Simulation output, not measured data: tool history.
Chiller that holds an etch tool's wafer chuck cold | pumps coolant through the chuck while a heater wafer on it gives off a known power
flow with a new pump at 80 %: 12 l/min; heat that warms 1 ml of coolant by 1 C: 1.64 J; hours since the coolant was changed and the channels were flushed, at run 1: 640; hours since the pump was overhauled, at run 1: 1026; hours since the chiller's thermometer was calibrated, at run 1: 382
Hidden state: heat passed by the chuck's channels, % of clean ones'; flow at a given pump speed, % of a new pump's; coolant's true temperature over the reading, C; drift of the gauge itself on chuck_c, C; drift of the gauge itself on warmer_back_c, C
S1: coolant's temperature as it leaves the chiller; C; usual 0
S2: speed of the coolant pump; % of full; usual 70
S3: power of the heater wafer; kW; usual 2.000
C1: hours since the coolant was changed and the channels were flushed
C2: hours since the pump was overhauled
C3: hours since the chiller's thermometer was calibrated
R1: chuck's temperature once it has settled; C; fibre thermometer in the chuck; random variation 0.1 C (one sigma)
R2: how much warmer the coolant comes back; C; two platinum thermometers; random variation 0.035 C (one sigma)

| run | hour | S1 | S2 | S3 | C1 | C2 | C3 | R1 | R2 |
|---|---|---|---|---|---|---|---|---|---|
| 1 | 0.0 | 0 | 70 | 2.000 | 640 | 1026 | 382 | 20.4 | 6.92 |
| 2 | 24.4 | 0 | 70 | 2.000 | 664 | 1051 | 406 | 20.2 | 6.98 |
| 3 | 53.0 | 0 | 74 | 2.000 | 693 | 1079 | 435 | 19.2 | 6.59 |
| 4 | 68.9 | 0 | 74 | 2.000 | 709 | 1095 | 450 | 19.3 | 6.58 |
| 5 | 89.9 | 0 | 96 | 2.000 | 730 | 1116 | 471 | 15.7 | 5.07 |
| 6 | 114.8 | 0 | 96 | 2.000 | 755 | 1141 | 496 | 15.5 | 5.04 |
| 7 | 136.6 | 0 | 96 | 2.000 | 777 | 1163 | 518 | 15.7 | 4.99 |
| 8 | 165.9 | 0 | 96 | 2.000 | 806 | 1192 | 547 | 15.6 | 4.99 |
| 9 | 193.3 | 0 | 70 | 2.000 | 833 | 1220 | 575 | 20.3 | 6.82 |
| 10 | 209.5 | 0 | 70 | 1.090 | 850 | 1236 | 591 | 11.0 | 3.71 |
| 11 | 229.7 | 0 | 70 | 2.000 | 870 | 1256 | 611 | 20.3 | 6.79 |
| 12 | 257.9 | 8 | 98 | 1.994 | 898 | 1284 | 639 | 23.3 | 4.89 |
| 13 | 281.0 | 6 | 70 | 2.627 | 921 | 1307 | 663 | 32.8 | 9.01 |

Forecast run 14:
| 14 | 316.4 | 6 | 70 | 2.627 | 957 | 1343 | 698 | ? | ? |

{"run 14": {"R1": 32.6, "R2": 8.88}}
Without the tool's hidden state the same run would have given R1 32.6 C, R2 9.03 C.

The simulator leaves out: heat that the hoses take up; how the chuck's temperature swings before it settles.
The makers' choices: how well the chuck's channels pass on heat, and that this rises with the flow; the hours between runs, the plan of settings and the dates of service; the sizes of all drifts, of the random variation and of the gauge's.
